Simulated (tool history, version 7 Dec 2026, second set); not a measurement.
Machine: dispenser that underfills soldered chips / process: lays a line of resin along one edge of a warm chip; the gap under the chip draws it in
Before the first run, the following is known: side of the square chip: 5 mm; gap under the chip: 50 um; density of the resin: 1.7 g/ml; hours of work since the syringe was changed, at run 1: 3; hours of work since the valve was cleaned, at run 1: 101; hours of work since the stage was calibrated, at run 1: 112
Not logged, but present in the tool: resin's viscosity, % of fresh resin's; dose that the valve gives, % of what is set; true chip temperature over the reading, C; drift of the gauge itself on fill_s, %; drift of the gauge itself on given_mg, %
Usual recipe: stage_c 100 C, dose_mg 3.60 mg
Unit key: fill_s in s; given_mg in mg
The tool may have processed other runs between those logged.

run,hour,stage_c,dose_mg,hours of work since the syringe was changed,hours of work since the valve was cleaned,hours of work since the stage was calibrated,fill_s,given_mg
1,0.0,100,3.60,3,101,112,14.7,3.47
2,3.6,100,3.60,5,103,115,16.6,3.41
# hour 6.1: new syringe of resin
3,6.2,105,3.60,0,105,116,10.6,3.43
4,10.6,92,3.60,3,108,119,21.3,3.44
5,14.3,100,3.60,6,110,122,17.3,3.45
# hour 16.4: new syringe of resin
6,16.8,100,3.60,0,112,123,13.3,3.44
7,19.4,100,3.60,2,113,125,14.3,3.45
8,22.5,100,3.57,4,116,127,16.4,3.38
# hour 26.8: new syringe of resin
9,27.4,100,4.50,0,119,130,13.5,4.31
10,29.6,100,4.50,2,120,132,14.6,4.22
11,32.7,100,3.60,4,122,134,16.3,3.43
12,34.8,100,3.60,5,124,135,17.3,3.44
# hour 37.0: new syringe of resin
13,39.7,100,3.60,2,127,138,14.1,3.47
14,43.2,100,3.30,4,129,141,16.1,3.12
# hour 47.2: new syringe of resin
15,48.4,100,3.30,1,132,144,13.7,3.10
# hour 51.6: dispensing valve cleaned and set on the balance
16,54.0,103,3.77,4,2,147,14.8,3.82
17,56.7,103,3.77,6,3,149,15.9,3.72
# hour 58.2: new syringe of resin
18,59.3,100,3.10,1,5,150,13.2,3.05
19,62.4,100,3.10,3,7,152,14.8,3.08
20,66.2,112,3.87,5,10,155,10.9,3.84
# hour 68.4: new syringe of resin
21,70.8,100,3.60,2,13,158,14.3,3.67
22,75.1,100,3.60,5,15,161,15.8,3.54
# hour 78.4: new syringe of resin
23,79.7,100,4.06,1,18,164,12.9,4.10
24,82.3,110,4.63,3,20,165,10.0,4.59
25,84.9,106,3.26,4,22,167,12.7,3.21
# hour 88.8: new syringe of resin
26,88.8,89,3.81,0,24,170,20.8,3.78
27,94.0,105,3.54,4,28,173,13.5,3.49
28,98.4,98,4.29,7,31,176,19.6,4.23
# hour 98.9: new syringe of resin
29,102.2,90,4.52,2,33,179,22.2,4.36

Pick out some run-to-run changes in fill_s. Of each, how much would a tool without hidden state show as well, from the settings, what came in and chance, and how much is left for the hidden state and any gauge scatter not in both results compared?
Run 2 -> 3: stage_c 100 -> 105, new syringe of resin. fill_s -6.0 s: hidden state -4.0, all else -2.0.
Run 3 -> 4: stage_c 105 -> 92. fill_s +10.7 s: hidden state +3.4, all else +7.3.
Run 5 -> 6: new syringe of resin. fill_s -4.0 s: hidden state -4.5, all else +0.5.
Run 25 -> 26: stage_c 106 -> 89, dose_mg 3.26 -> 3.81, new syringe of resin. fill_s +8.1 s: hidden state -2.5, all else +10.6.
